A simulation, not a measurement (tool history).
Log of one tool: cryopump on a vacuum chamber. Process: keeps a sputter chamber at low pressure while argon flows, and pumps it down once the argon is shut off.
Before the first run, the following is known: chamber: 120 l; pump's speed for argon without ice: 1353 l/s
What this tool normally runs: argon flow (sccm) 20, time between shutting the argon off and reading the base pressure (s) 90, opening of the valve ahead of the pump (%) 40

run	hour	argon flow (sccm)	time between shutting the argon off and reading the base pressure (s)	opening of the valve ahead of the pump (%)	pressure while argon flows (Pa)	pressure after the wait (uPa)
1	0.0	20	90	40	0.0702	1.03
# hour 15.2: pump warmed up, emptied and cooled again
2	56.0	20	90	40	0.0634	0.96
3	124.4	20	90	56	0.0452	1.02
4	169.6	20	45	40	0.0636	1.68
5	206.2	20	90	40	0.0637	0.98
6	246.2	20	90	40	0.0637	1.03
7	291.3	20	90	40	0.0636	1.02
8	349.1	20	90	40	0.0643	1.02
9	401.0	20	96	40	0.0660	0.99
10	452.8	20	96	40	0.0644	1.00
11	489.6	20	96	35	0.0738	0.96
12	562.2	20	96	35	0.0746	0.98
13	622.1	20	90	22	0.1161	1.09
14	704.4	20	90	22	0.1169	1.07
15	783.4	20	90	22	0.1190	1.12
16	865.5	20	90	22	0.1185	1.17
17	920.7	20	46	22	0.1182	1.82
18	996.8	14	86	16	0.1124	1.19
19	1054.8	9	33	18	0.0655	2.35
20	1134.7	23	83	40	0.0783	1.26
21	1174.4	20	77	42	0.0658	1.37
# hour 1206.3: pump warmed up, emptied and cooled again
22	1233.9	14	52	32	0.0548	1.67
23	1275.0	17	36	35	0.0615	2.24
24	1346.9	8	224	16	0.0628	0.74
25	1392.6	9	24	17	0.0665	3.14
26	1457.3	12	53	36	0.0433	1.65
27	1505.9	12	53	36	0.0428	1.65
28	1546.9	12	53	36	0.0433	1.69
29	1584.7	9	138	43	0.0265	0.97
30	1621.6	22	298	43	0.0681	0.74
31	1660.1	22	298	43	0.0672	0.69
32	1736.3	40	115	55	0.0969	1.10
33	1785.7	20	144	40	0.0655	1.03
34	1853.5	20	90	60	0.0455	1.26

What would each run have given without the hidden state, its run-to-run variation left as it was?
Hidden state present: pump's speed, % of a pump's without ice; cold plate's temperature, K; leak into the chamber, uPa l/s; drift of the gauge itself on working_pa, %; drift of the gauge itself on base_upa, %.
run	pressure while argon flows (Pa)	pressure after the wait (uPa)
1	0.0632	0.96
2	0.0628	0.94
3	0.0443	0.99
4	0.0626	1.64
5	0.0625	0.93
6	0.0624	0.98
7	0.0620	0.96
8	0.0625	0.95
9	0.0639	0.91
10	0.0620	0.90
11	0.0713	0.86
12	0.0717	0.86
13	0.1129	0.96
14	0.1133	0.91
15	0.1149	0.95
16	0.1140	0.98
17	0.1134	1.62
18	0.1087	0.97
19	0.0630	2.11
20	0.0713	1.00
21	0.0594	1.09
22	0.0542	1.47
23	0.0606	2.04
24	0.0623	0.51
25	0.0658	2.91
26	0.0422	1.40
27	0.0416	1.39
28	0.0419	1.42
29	0.0254	0.69
30	0.0653	0.44
31	0.0641	0.41
32	0.0905	0.79
33	0.0620	0.69
34	0.0417	0.91
